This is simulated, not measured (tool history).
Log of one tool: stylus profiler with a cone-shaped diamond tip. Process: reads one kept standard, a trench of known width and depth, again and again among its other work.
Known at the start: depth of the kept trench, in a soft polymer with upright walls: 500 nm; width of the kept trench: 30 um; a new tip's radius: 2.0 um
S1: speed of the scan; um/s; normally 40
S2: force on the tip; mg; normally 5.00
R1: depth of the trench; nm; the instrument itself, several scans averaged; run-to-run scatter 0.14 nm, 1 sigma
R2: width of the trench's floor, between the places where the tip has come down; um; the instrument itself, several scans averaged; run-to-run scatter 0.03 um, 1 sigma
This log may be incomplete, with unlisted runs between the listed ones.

{"run": 1, "hour": 0.0, "S1": 40, "S2": 5.0, "R1": 513.46, "R2": 26.87}
{"run": 2, "hour": 14.0, "S1": 131, "S2": 5.0, "R1": 513.74, "R2": 26.44}
{"run": 3, "hour": 32.3, "S1": 131, "S2": 5.0, "R1": 513.82, "R2": 26.47}
{"run": 4, "hour": 48.2, "S1": 131, "S2": 5.0, "R1": 513.75, "R2": 26.5}
{"run": 5, "hour": 57.3, "S1": 131, "S2": 5.0, "R1": 513.62, "R2": 26.43}
{"run": 6, "hour": 68.8, "S1": 14, "S2": 5.0, "R1": 513.76, "R2": 26.97}
{"run": 7, "hour": 85.4, "S1": 40, "S2": 5.0, "R1": 513.52, "R2": 26.79}
{"run": 8, "hour": 100.3, "S1": 40, "S2": 5.0, "R1": 513.88, "R2": 26.87}

For run 9, what comes out?
{"run": 9, "hour": 121.8, "S1": 31, "S2": 4.33, "R1": "?", "R2": "?"}

R1: 512.46 nm
R2: 26.84 um
The same run, on a tool lacking any hidden state, would have yielded R1 511.42 nm, R2 27.22 um.
